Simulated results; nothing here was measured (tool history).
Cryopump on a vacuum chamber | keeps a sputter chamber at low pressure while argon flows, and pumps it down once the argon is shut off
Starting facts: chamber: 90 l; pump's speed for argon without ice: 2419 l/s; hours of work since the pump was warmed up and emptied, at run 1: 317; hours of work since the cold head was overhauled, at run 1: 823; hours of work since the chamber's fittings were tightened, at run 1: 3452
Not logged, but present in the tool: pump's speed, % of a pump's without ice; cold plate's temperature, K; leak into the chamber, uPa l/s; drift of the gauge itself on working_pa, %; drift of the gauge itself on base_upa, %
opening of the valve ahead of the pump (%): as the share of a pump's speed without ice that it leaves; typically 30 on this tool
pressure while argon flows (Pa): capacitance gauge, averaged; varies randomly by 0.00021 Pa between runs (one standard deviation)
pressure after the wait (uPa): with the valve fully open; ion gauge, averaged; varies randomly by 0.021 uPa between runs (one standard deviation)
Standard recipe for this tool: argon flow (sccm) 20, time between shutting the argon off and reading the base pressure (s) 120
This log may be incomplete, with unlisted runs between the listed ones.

run   hour  argon flow (sccm)  time between shutting the argon off and reading the base pressure (s)  opening of the valve ahead of the pump (%)  hours of work since the pump was warmed up and emptied  hours of work since the cold head was overhauled  hours of work since the chamber's fittings were tightened  pressure while argon flows (Pa)  pressure after the wait (uPa)
  1      0                 20                                                                    120                                          30                                                     317                                               823                                                       3452                           0.0492                           1.44
  2  103.5                 20                                                                    120                                          30                                                     368                                               874                                                       3503                           0.0495                           1.51
  3  171.7                 20                                                                    120                                          30                                                     402                                               907                                                       3537                           0.0494                           1.52
  4  221.7                 20                                                                    120                                          30                                                     427                                               932                                                       3562                           0.0501                            1.6
     237.1  -- pump warmed up, emptied and cooled again
  5  286.9                 20                                                                    120                                          30                                                      25                                               962                                                       3591                           0.0473                           1.37
  6  389.3                 31                                                                    120                                          30                                                      75                                              1013                                                       3642                           0.0739                           1.42
  7  474.7                 20                                                                    120                                          30                                                     118                                              1055                                                       3684                           0.0476                            1.4
  8  527.5                 20                                                                    120                                          30                                                     144                                              1081                                                       3710                           0.0477                           1.46
  9  645.1                 14                                                                    294                                          43                                                     202                                              1139                                                       3768                           0.0239                           1.26
 10  708.8                 17                                                                    107                                          54                                                     233                                              1171                                                       3800                           0.0236                           1.59
 11  799.9                 17                                                                    107                                          54                                                     278                                              1216                                                       3845                           0.0237                           1.55
 12  901.7                 17                                                                    107                                          54                                                     329                                              1266                                                       3895                           0.0239                           1.64
 13  977.2                 17                                                                    107                                          54                                                     366                                              1303                                                       3933                           0.0247                           1.64

For run 14, what comes out?
     1046.8  -- leaking fittings of the chamber tightened, without venting
 14  1064.1                  8                                                                    120                                          41                                                     408                                              1345                                                          9                                ?                              ?

{"run 14": {"pressure while argon flows (Pa)": 0.0154, "pressure after the wait (uPa)": 0.46}}
If the tool had no hidden condition, the same run with the same run-to-run variation would have returned pressure while argon flows (Pa) 0.0141, pressure after the wait (uPa) 0.43.

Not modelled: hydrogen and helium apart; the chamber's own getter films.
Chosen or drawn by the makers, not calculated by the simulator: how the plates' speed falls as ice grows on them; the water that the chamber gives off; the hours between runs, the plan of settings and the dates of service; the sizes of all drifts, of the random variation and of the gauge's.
